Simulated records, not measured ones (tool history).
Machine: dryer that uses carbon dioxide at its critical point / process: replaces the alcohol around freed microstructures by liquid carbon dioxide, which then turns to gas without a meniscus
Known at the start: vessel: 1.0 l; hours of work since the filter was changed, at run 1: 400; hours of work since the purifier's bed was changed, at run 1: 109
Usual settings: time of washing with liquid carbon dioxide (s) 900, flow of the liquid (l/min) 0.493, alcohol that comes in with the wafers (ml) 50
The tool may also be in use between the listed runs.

run	hour	time of washing with liquid carbon dioxide (s)	flow of the liquid (l/min)	alcohol that comes in with the wafers (ml)	hours of work since the filter was changed	hours of work since the purifier's bed was changed	alcohol left in the vessel before it's heated (ppm by volume)
1	0.0	900	0.493	50	400	109	186
# hour 13.1: inlet filter changed
2	15.3	900	0.493	101	1	116	141
3	38.1	900	0.513	50	12	126	69
4	53.3	900	0.513	50	19	134	84
5	69.8	900	0.513	50	26	141	79
6	81.4	900	0.493	50	32	147	93
7	95.0	900	0.493	50	38	153	95
8	118.0	900	0.554	50	49	164	49
9	139.6	660	0.554	50	59	174	245
10	153.4	660	0.554	78	66	180	354
11	170.7	660	0.554	78	74	188	363
12	188.6	1020	0.493	50	82	197	63
13	204.0	1020	0.493	50	89	204	74
14	219.4	1020	0.493	50	96	211	79
15	234.1	900	0.493	50	103	218	115
16	249.1	840	0.493	50	110	225	156
17	273.4	900	0.493	50	122	236	124
18	297.6	900	0.493	50	133	248	123
19	318.5	900	0.493	57	143	257	136
20	340.4	900	0.493	78	153	268	177
21	352.4	720	0.493	50	158	273	349
22	373.6	720	0.493	50	168	283	350
23	390.1	900	0.493	50	176	291	141
24	404.9	1200	0.753	50	183	298	47
25	423.8	1080	0.612	42	192	307	60
26	434.4	780	0.390	81	197	312	1260
27	447.3	660	0.390	81	203	318	2371
28	468.7	660	0.390	81	213	328	2336
29	486.8	660	0.708	81	221	336	149
30	509.7	900	0.427	90	232	347	502
31	522.6	900	0.427	90	238	353	514
32	533.8	660	0.318	89	243	358	5388
33	548.5	660	0.318	89	250	365	5415
34	567.5	660	0.318	89	259	374	5506
35	581.6	660	0.445	58	266	380	1126
36	592.7	660	0.445	58	271	386	1124
37	614.5	660	0.445	58	281	396	1125
38	633.4	660	0.445	58	290	405	1125
39	645.8	900	0.634	20	296	410	76
40	656.8	960	0.469	63	301	415	212
41	674.8	720	0.469	63	309	424	720
42	695.1	1200	0.493	21	319	433	78
43	710.5	840	0.560	34	326	441	125
44	729.1	660	0.493	23	334	449	360
45	745.8	720	0.810	23	342	457	78
46	759.7	720	0.810	23	349	464	85

3 ways to go on from here, each from the tool as it stands after run 46. What would each give?
A	772.0	900	0.493	80	354	469	?
B	772.0	540	0.515	113	354	469	?
C	772.0	1140	0.312	21	354	469	?

run	alcohol left in the vessel before it's heated (ppm by volume)
A	284
B	2818
C	296
Without the tool's unlogged condition, the same runs would have read:
run	alcohol left in the vessel before it's heated (ppm by volume)
A	93
B	1618
C	117

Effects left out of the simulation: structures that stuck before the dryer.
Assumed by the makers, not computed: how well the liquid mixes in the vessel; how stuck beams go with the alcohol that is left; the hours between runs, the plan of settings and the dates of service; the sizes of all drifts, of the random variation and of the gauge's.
